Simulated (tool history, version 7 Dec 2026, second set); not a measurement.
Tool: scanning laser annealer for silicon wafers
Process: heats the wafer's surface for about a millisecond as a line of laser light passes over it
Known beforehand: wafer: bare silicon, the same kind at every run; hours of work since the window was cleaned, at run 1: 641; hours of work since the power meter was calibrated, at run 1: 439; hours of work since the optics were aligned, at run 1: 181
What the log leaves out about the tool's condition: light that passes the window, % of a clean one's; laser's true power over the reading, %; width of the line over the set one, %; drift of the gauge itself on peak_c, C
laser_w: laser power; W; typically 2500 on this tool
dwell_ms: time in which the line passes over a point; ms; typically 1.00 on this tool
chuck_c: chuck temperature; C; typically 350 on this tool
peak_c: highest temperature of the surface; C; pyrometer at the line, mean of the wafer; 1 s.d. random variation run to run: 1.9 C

| run | hour | laser_w | dwell_ms | chuck_c | hours of work since the window was cleaned | hours of work since the power meter was calibrated | hours of work since the optics were aligned | peak_c |
|---|---|---|---|---|---|---|---|---|
| 1 | 0.0 | 2500 | 1.00 | 350 | 641 | 439 | 181 | 1129 |
| 2 | 19.2 | 2500 | 1.00 | 350 | 650 | 449 | 190 | 1129 |
| 3 | 34.4 | 2529 | 1.00 | 350 | 658 | 456 | 198 | 1141 |
| 4 | 49.5 | 2529 | 1.00 | 350 | 665 | 464 | 205 | 1141 |
| 5 | 70.3 | 2529 | 1.00 | 350 | 675 | 474 | 215 | 1138 |
| 6 | 96.1 | 2500 | 1.00 | 350 | 688 | 487 | 228 | 1125 |
| 7 | 121.2 | 2676 | 1.21 | 318 | 701 | 500 | 241 | 1244 |
| 8 | 141.9 | 2588 | 1.21 | 313 | 711 | 510 | 251 | 1198 |
| 9 | 154.0 | 2588 | 1.21 | 313 | 717 | 516 | 257 | 1200 |
| 10 | 182.2 | 2711 | 0.96 | 350 | 731 | 530 | 271 | 1194 |
| 11 | 208.0 | 2418 | 1.19 | 350 | 744 | 543 | 284 | 1155 |
| 12 | 234.5 | 2700 | 1.19 | 381 | 757 | 556 | 297 | 1306 |

Here are 5 independent what-if runs from the current tool condition. What would each one return?
| A | 255.0 | 2431 | 1.00 | 350 | 767 | 566 | 307 | ? |
| B | 255.0 | 2700 | 1.19 | 347 | 767 | 566 | 307 | ? |
| C | 255.0 | 2700 | 1.10 | 378 | 767 | 566 | 307 | ? |
| D | 255.0 | 2500 | 0.80 | 350 | 767 | 566 | 307 | ? |
| E | 255.0 | 2726 | 1.00 | 352 | 767 | 566 | 307 | ? |

| run | peak_c |
|---|---|
| A | 1092 |
| B | 1270 |
| C | 1270 |
| D | 1046 |
| E | 1216 |
The same runs, with their run-to-run variation unchanged, on a tool lacking any hidden condition would have given:
| run | peak_c |
|---|---|
| A | 1148 |
| B | 1339 |
| C | 1337 |
| D | 1098 |
| E | 1281 |
